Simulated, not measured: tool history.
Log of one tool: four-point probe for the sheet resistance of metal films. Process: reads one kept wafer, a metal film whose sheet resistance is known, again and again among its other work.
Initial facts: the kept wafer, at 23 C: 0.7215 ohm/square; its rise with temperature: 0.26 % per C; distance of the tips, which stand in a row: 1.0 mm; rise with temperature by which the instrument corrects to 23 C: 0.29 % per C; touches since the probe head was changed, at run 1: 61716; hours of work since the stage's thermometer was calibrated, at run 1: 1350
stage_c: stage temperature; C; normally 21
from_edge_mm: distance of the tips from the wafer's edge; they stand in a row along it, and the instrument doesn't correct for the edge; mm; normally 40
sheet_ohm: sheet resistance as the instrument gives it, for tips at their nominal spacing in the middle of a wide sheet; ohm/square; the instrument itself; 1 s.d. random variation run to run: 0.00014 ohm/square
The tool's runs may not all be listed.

run   hour  stage_c  from_edge_mm  touches since the probe head was changed  hours of work since the stage's thermometer was calibrated  sheet_ohm
  1      0       21            40                                     61716                                                        1350   0.721852
  2     27       21            40                                     62994                                                        1365   0.721883
  3   58.8       21            40                                     64494                                                        1383   0.722168
  4   82.6       21             8                                     65620                                                        1396    0.72769
  5  117.9       29            40                                     67286                                                        1416   0.720527
  6  146.8       29            40                                     68651                                                        1432   0.720783
  7    177       29            40                                     70078                                                        1448   0.720516
  8  210.2       29            40                                     71648                                                        1467   0.720469
  9  240.2       29            40                                     73063                                                        1483   0.720471
 10  277.9       29            40                                     74844                                                        1504   0.720824
 11    327       29            40                                     77167                                                        1531   0.720382
 12  357.3       21             4                                     78598                                                        1548   0.745374
 13  397.4       21            40                                     80491                                                        1570   0.722199
 14    440       26            40                                     82502                                                        1593   0.721168
 15  493.3       21             4                                     85022                                                        1623   0.745458
 16  544.7       34            40                                     87452                                                        1651   0.719844
     570.5  -- stage's thermometer calibrated
 17  573.1       34            40                                     88769                                                           1   0.719864
 18  617.7       21            40                                     90878                                                          26   0.722235
 19  644.4       21            40                                     92137                                                          41   0.722225
 20  688.1       21            40                                     94205                                                          65   0.721979
 21  741.3       21            61                                     96716                                                          94   0.721966
 22  789.3       21            61                                     98984                                                         121   0.722168
 23  842.8       27             7                                    101512                                                         150    0.72851

Predict the results of run 24:
 24  872.5       23             6                                    102913                                                         167          ?

For run 24 the tool returned sheet_ohm 0.732161 ohm/square.
With no hidden state in the tool, this same run would have given sheet_ohm 0.732167 ohm/square.
